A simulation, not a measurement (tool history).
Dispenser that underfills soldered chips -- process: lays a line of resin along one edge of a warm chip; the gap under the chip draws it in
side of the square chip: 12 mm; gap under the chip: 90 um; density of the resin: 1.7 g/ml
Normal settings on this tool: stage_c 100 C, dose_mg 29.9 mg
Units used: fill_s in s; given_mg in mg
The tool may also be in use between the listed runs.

run 1 day=0.000 | stage_c=100 dose_mg=29.9 | fill_s=141.5 given_mg=29.58
-- day=0.312 new syringe of resin
run 2 day=0.375 | stage_c=100 dose_mg=29.9 | fill_s=131.0 given_mg=29.53
run 3 day=0.596 | stage_c=100 dose_mg=28.6 | fill_s=166.7 given_mg=27.85
-- day=0.771 new syringe of resin
run 4 day=0.983 | stage_c=85 dose_mg=29.9 | fill_s=295.2 given_mg=29.22
-- day=1.233 new syringe of resin
run 5 day=1.488 | stage_c=100 dose_mg=29.9 | fill_s=155.2 given_mg=28.96
-- day=1.696 new syringe of resin
run 6 day=1.929 | stage_c=100 dose_mg=29.9 | fill_s=155.5 given_mg=28.68
-- day=2.154 new syringe of resin
run 7 day=2.254 | stage_c=100 dose_mg=33.6 | fill_s=129.1 given_mg=32.32
run 8 day=2.562 | stage_c=100 dose_mg=33.6 | fill_s=177.8 given_mg=32.04
-- day=2.612 new syringe of resin
run 9 day=2.917 | stage_c=103 dose_mg=33.6 | fill_s=141.1 given_mg=31.96
-- day=3.083 new syringe of resin
run 10 day=3.408 | stage_c=110 dose_mg=33.6 | fill_s=105.7 given_mg=31.89
-- day=3.554 new syringe of resin
run 11 day=3.662 | stage_c=101 dose_mg=34.8 | fill_s=126.8 given_mg=32.78
-- day=4.033 new syringe of resin
run 12 day=4.188 | stage_c=95 dose_mg=34.8 | fill_s=174.3 given_mg=32.85
-- day=4.354 dispensing valve cleaned and set on the balance
-- day=4.542 new syringe of resin
run 13 day=4.717 | stage_c=97 dose_mg=37.8 | fill_s=163.4 given_mg=37.76
-- day=5.004 new syringe of resin
run 14 day=5.112 | stage_c=103 dose_mg=27.7 | fill_s=122.8 given_mg=27.52
-- day=5.462 new syringe of resin
run 15 day=5.600 | stage_c=90 dose_mg=27.5 | fill_s=225.1 given_mg=27.03
run 16 day=5.817 | stage_c=107 dose_mg=35.5 | fill_s=123.2 given_mg=34.82
-- day=5.933 new syringe of resin
run 17 day=6.338 | stage_c=103 dose_mg=37.5 | fill_s=157.0 given_mg=36.39
-- day=6.383 new syringe of resin
-- day=6.833 new syringe of resin
run 18 day=6.850 | stage_c=109 dose_mg=28.9 | fill_s=84.6 given_mg=28.28
run 19 day=7.108 | stage_c=109 dose_mg=28.9 | fill_s=113.1 given_mg=27.93

Per-run results on a tool with no hidden state, each run keeping its own random variation:
Unlogged tool condition in this case: resin's viscosity, % of fresh resin's; dose that the valve gives, % of what is set; true chip temperature over the reading, C; drift of the gauge itself on fill_s, %; drift of the gauge itself on given_mg, %.
run=1 fill_s=110.4 given_mg=29.92
run=2 fill_s=112.2 given_mg=30.01
run=3 fill_s=114.6 given_mg=28.38
run=4 fill_s=221.9 given_mg=29.93
run=5 fill_s=111.2 given_mg=29.83
run=6 fill_s=112.9 given_mg=29.71
run=7 fill_s=109.1 given_mg=33.61
run=8 fill_s=110.7 given_mg=33.45
run=9 fill_s=95.7 given_mg=33.51
run=10 fill_s=70.7 given_mg=33.64
run=11 fill_s=104.8 given_mg=34.69
run=12 fill_s=136.1 given_mg=35.01
run=13 fill_s=124.4 given_mg=37.91
run=14 fill_s=100.5 given_mg=27.76
run=15 fill_s=179.9 given_mg=27.44
run=16 fill_s=80.5 given_mg=35.45
run=17 fill_s=95.2 given_mg=37.27
run=18 fill_s=76.6 given_mg=29.13
run=19 fill_s=79.2 given_mg=28.87

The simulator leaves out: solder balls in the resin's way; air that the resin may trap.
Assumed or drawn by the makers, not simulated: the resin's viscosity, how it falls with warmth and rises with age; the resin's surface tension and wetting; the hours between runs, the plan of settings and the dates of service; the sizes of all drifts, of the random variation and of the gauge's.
